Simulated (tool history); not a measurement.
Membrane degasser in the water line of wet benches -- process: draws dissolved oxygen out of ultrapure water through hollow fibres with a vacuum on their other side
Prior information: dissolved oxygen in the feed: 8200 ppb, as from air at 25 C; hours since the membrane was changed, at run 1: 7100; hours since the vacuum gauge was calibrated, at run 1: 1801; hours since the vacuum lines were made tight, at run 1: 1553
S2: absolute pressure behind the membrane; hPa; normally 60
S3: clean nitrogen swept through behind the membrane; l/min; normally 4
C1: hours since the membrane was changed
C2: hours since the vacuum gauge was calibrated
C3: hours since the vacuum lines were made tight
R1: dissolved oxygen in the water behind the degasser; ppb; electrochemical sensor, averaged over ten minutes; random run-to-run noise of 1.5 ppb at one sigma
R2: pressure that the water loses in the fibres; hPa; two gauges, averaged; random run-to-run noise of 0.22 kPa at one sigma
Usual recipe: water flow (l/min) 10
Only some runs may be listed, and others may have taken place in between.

Run 1, hour 0: usual settings; C1 7100; C2 1801; C3 1553. Result: R1 194.1 ppb, R2 556.7 hPa.
Run 2, hour 167.1: usual settings; C1 7267; C2 1968; C3 1720. Result: R1 194.4 ppb, R2 562.6 hPa.
Run 3, hour 321.7: usual settings but S3 3.45 l/min; C1 7422; C2 2123; C3 1875. Result: R1 201 ppb, R2 561.8 hPa.
Run 4, hour 449.8: usual settings but S3 1.77 l/min; C1 7550; C2 2251; C3 2003. Result: R1 223.9 ppb, R2 562.3 hPa.
Run 5, hour 652.3: usual settings; C1 7752; C2 2454; C3 2205. Result: R1 197.4 ppb, R2 562.2 hPa.
Run 6, hour 856.9: usual settings but water flow (l/min) 14; C1 7957; C2 2658; C3 2410. Result: R1 408.6 ppb, R2 794.2 hPa.
Run 7, hour 967: usual settings but water flow (l/min) 11; C1 8067; C2 2768; C3 2520. Result: R1 250.4 ppb, R2 627.8 hPa.
Run 8, hour 1107.8: usual settings but water flow (l/min) 11; C1 8208; C2 2909; C3 2661. Result: R1 250.9 ppb, R2 622.5 hPa.
Run 9, hour 1193: usual settings but S2 118.4 hPa; C1 8293; C2 2994; C3 2746. Result: R1 244 ppb, R2 569.9 hPa.
Run 10, hour 1352.8: usual settings; C1 8453; C2 3154; C3 2906. Result: R1 206.1 ppb, R2 573 hPa.
At hour 1410.6: membrane cartridge changed.
Run 11, hour 1459.4: usual settings; C1 49; C2 3257; C3 3008. Result: R1 149.6 ppb, R2 515.9 hPa.
Run 12, hour 1567.9: usual settings but S2 45 hPa; C1 157; C2 3365; C3 3117. Result: R1 139.3 ppb, R2 518.6 hPa.
Run 13, hour 1708.8: usual settings; C1 298; C2 3506; C3 3258. Result: R1 151.4 ppb, R2 522.9 hPa.
Run 14, hour 1849.6: usual settings; C1 439; C2 3647; C3 3398. Result: R1 152 ppb, R2 521 hPa.
At hour 1865.6: seals of the vacuum lines changed.
Run 15, hour 2002.6: usual settings but water flow (l/min) 14; C1 590; C2 3798; C3 137. Result: R1 319 ppb, R2 732.1 hPa.
Run 16, hour 2145: usual settings but water flow (l/min) 14, S2 65.7 hPa; C1 732; C2 3940; C3 279. Result: R1 315.9 ppb, R2 730.7 hPa.
Run 17, hour 2323.5: usual settings but water flow (l/min) 13, S2 118.5 hPa; C1 911; C2 4119; C3 458. Result: R1 315.7 ppb, R2 679 hPa.
Run 18, hour 2473: usual settings but water flow (l/min) 11, S2 133.3 hPa, S3 6.27 l/min; C1 1060; C2 4268; C3 607. Result: R1 216.7 ppb, R2 573.1 hPa.
Run 19, hour 2644.1: usual settings but water flow (l/min) 11, S2 133.3 hPa, S3 6.27 l/min; C1 1232; C2 4439; C3 779. Result: R1 219.7 ppb, R2 577.6 hPa.
Run 20, hour 2750.4: usual settings but water flow (l/min) 11, S2 133.3 hPa, S3 6.27 l/min; C1 1338; C2 4546; C3 885. Result: R1 217.3 ppb, R2 573.2 hPa.
Run 21, hour 2947.3: usual settings but water flow (l/min) 11, S2 133.3 hPa, S3 6.27 l/min; C1 1535; C2 4743; C3 1082. Result: R1 221.7 ppb, R2 579.5 hPa.
Run 22, hour 3153.9: usual settings but water flow (l/min) 11, S2 133.3 hPa, S3 6.27 l/min; C1 1741; C2 4949; C3 1288. Result: R1 222.2 ppb, R2 581 hPa.
Run 23, hour 3351.7: usual settings but water flow (l/min) 11, S2 124.4 hPa; C1 1939; C2 5147; C3 1486. Result: R1 245.9 ppb, R2 581.7 hPa.
Run 24, hour 3523.2: usual settings but water flow (l/min) 14, S2 47.6 hPa, S3 7.4 l/min; C1 2111; C2 5319; C3 1658. Result: R1 322.5 ppb, R2 739.5 hPa.
Run 25, hour 3709.8: usual settings but water flow (l/min) 14, S2 47.6 hPa, S3 7.4 l/min; C1 2297; C2 5505; C3 1844. Result: R1 314.7 ppb, R2 742.1 hPa.
Run 26, hour 3861.1: usual settings but water flow (l/min) 9, S2 69.2 hPa, S3 3.28 l/min; C1 2449; C2 5656; C3 1995. Result: R1 140.4 ppb, R2 483.2 hPa.
Run 27, hour 3972.4: usual settings but water flow (l/min) 7, S2 61.6 hPa, S3 3.28 l/min; C1 2560; C2 5768; C3 2107. Result: R1 73.8 ppb, R2 371.5 hPa.
Run 28, hour 4133.4: usual settings but S2 99.6 hPa, S3 7.66 l/min; C1 2721; C2 5929; C3 2268. Result: R1 171.5 ppb, R2 535.5 hPa.
Run 29, hour 4252.2: usual settings but S2 99.6 hPa, S3 7.66 l/min; C1 2840; C2 6048; C3 2387. Result: R1 170.5 ppb, R2 531.5 hPa.
Run 30, hour 4385.2: usual settings but water flow (l/min) 7, S2 56.6 hPa, S3 2.2 l/min; C1 2973; C2 6181; C3 2520. Result: R1 81 ppb, R2 371.8 hPa.
Run 31, hour 4516.2: usual settings but S2 87.1 hPa; C1 3104; C2 6311; C3 2651. Result: R1 183.5 ppb, R2 534.8 hPa.

The same runs without the tool's hidden state, with the same run-to-run variation:
Hidden state at play: membrane still open, %; true pressure behind the membrane over the reading, kPa; air that leaks in behind the membrane, l/min; drift of the gauge itself on oxygen_ppb, %; drift of the gauge itself on loss_of_pressure_kpa, %.
run     R1     R2
  1  144.2    514
  2  143.3  518.6
  3  147.6  516.5
  4  166.6  516.2
  5  142.2  514.8
  6  308.7  725.7
  7  180.8  573.1
  8  180.1    567
  9  181.2  518.6
 10  143.5  520.5
 11  145.5  515.6
 12    135  517.7
 13  145.5  521.1
 14  145.1  518.4
 15    308  727.2
 16  303.6  724.6
 17  302.3    672
 18  205.9  566.2
 19  207.3  569.5
 20  204.2  564.6
 21  206.8  569.4
 22  205.4  569.6
 23  225.2    569
 24  294.8  721.7
 25  285.6  722.9
 26  121.5  469.8
 27   61.1  360.6
 28  150.3  518.8
 29  148.5  514.2
 30   64.2  359.2
 31  157.2  515.9
